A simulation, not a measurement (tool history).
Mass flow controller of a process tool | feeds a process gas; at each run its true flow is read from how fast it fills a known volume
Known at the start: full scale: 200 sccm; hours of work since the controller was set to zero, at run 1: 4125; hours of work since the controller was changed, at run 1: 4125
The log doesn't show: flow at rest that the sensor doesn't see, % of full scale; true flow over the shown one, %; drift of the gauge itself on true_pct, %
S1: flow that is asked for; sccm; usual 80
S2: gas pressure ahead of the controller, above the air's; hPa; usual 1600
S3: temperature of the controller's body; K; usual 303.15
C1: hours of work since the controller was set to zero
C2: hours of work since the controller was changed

{"run": 1, "hour": 0.0, "S1": 80, "S2": 1600, "S3": 303.15, "C1": 4125, "C2": 4125, "true flow (%)": 99.88}
{"run": 2, "hour": 411.6, "S1": 80, "S2": 1600, "S3": 308.15, "C1": 4304, "C2": 4304, "true flow (%)": 100.27}
{"run": 3, "hour": 601.7, "S1": 80, "S2": 1600, "S3": 308.15, "C1": 4387, "C2": 4387, "true flow (%)": 100.37}
{"run": 4, "hour": 807.8, "S1": 176, "S2": 1600, "S3": 308.15, "C1": 4476, "C2": 4476, "true flow (%)": 100.86}
{"run": 5, "hour": 1138.6, "S1": 176, "S2": 1600, "S3": 308.15, "C1": 4620, "C2": 4620, "true flow (%)": 100.86}
{"run": 6, "hour": 1492.8, "S1": 80, "S2": 1600, "S3": 303.15, "C1": 4774, "C2": 4774, "true flow (%)": 99.67}
{"run": 7, "hour": 1767.0, "S1": 80, "S2": 1600, "S3": 303.15, "C1": 4893, "C2": 4893, "true flow (%)": 99.94}
{"run": 8, "hour": 2178.9, "S1": 80, "S2": 1600, "S3": 303.15, "C1": 5072, "C2": 5072, "true flow (%)": 99.92}
{"run": 9, "hour": 2508.9, "S1": 80, "S2": 1600, "S3": 303.15, "C1": 5215, "C2": 5215, "true flow (%)": 99.97}
{"run": 10, "hour": 2704.2, "S1": 80, "S2": 1770, "S3": 303.15, "C1": 5300, "C2": 5300, "true flow (%)": 99.73}
{"run": 11, "hour": 3050.4, "S1": 80, "S2": 2610, "S3": 303.15, "C1": 5450, "C2": 5450, "true flow (%)": 99.18}
{"run": 12, "hour": 3338.5, "S1": 80, "S2": 1600, "S3": 295.15, "C1": 5575, "C2": 5575, "true flow (%)": 99.07}
{"run": 13, "hour": 3540.7, "S1": 80, "S2": 1600, "S3": 300.15, "C1": 5663, "C2": 5663, "true flow (%)": 99.66}
{"hour": 3691.9, "done": "controller's zero set anew"}
{"run": 14, "hour": 3755.3, "S1": 80, "S2": 1450, "S3": 303.15, "C1": 28, "C2": 5756, "true flow (%)": 99.15}
{"run": 15, "hour": 4093.0, "S1": 26, "S2": 1580, "S3": 293.15, "C1": 174, "C2": 5903, "true flow (%)": 97.73}
{"run": 16, "hour": 4384.8, "S1": 26, "S2": 1580, "S3": 293.15, "C1": 301, "C2": 6030, "true flow (%)": 97.84}
{"run": 17, "hour": 4605.1, "S1": 80, "S2": 1600, "S3": 304.15, "C1": 397, "C2": 6125, "true flow (%)": 99.16}
{"run": 18, "hour": 4965.7, "S1": 43, "S2": 1840, "S3": 298.15, "C1": 553, "C2": 6282, "true flow (%)": 98.17}
{"run": 19, "hour": 5185.5, "S1": 80, "S2": 1540, "S3": 298.15, "C1": 649, "C2": 6377, "true flow (%)": 98.67}
{"run": 20, "hour": 5426.3, "S1": 157, "S2": 2200, "S3": 295.15, "C1": 753, "C2": 6482, "true flow (%)": 98.51}
{"run": 21, "hour": 5620.2, "S1": 35, "S2": 1600, "S3": 301.15, "C1": 838, "C2": 6566, "true flow (%)": 98.62}
{"run": 22, "hour": 5970.6, "S1": 45, "S2": 1960, "S3": 301.15, "C1": 990, "C2": 6718, "true flow (%)": 98.38}
{"run": 23, "hour": 6287.1, "S1": 22, "S2": 1540, "S3": 301.15, "C1": 1127, "C2": 6856, "true flow (%)": 98.86}
{"run": 24, "hour": 6502.0, "S1": 22, "S2": 1540, "S3": 296.15, "C1": 1220, "C2": 6949, "true flow (%)": 98.52}

Forecast each of these 5 alternatives for the next run:
{"run": "A", "hour": 6739.6, "S1": 143, "S2": 1600, "S3": 296.15, "C1": 1324, "C2": 7052, "true flow (%)": "?"}
{"run": "B", "hour": 6739.6, "S1": 35, "S2": 1480, "S3": 308.15, "C1": 1324, "C2": 7052, "true flow (%)": "?"}
{"run": "C", "hour": 6739.6, "S1": 80, "S2": 1600, "S3": 300.15, "C1": 1324, "C2": 7052, "true flow (%)": "?"}
{"run": "D", "hour": 6739.6, "S1": 110, "S2": 2120, "S3": 296.15, "C1": 1324, "C2": 7052, "true flow (%)": "?"}
{"run": "E", "hour": 6739.6, "S1": 67, "S2": 1600, "S3": 303.15, "C1": 1324, "C2": 7052, "true flow (%)": "?"}

run=A true_flow_(%)=98.98
run=B true_flow_(%)=99.6
run=C true_flow_(%)=98.72
run=D true_flow_(%)=98.18
run=E true_flow_(%)=99.05
Without the tool's hidden state the same runs would have given:
run=A true_flow_(%)=99.57
run=B true_flow_(%)=99.79
run=C true_flow_(%)=99.2
run=D true_flow_(%)=98.73
run=E true_flow_(%)=99.5
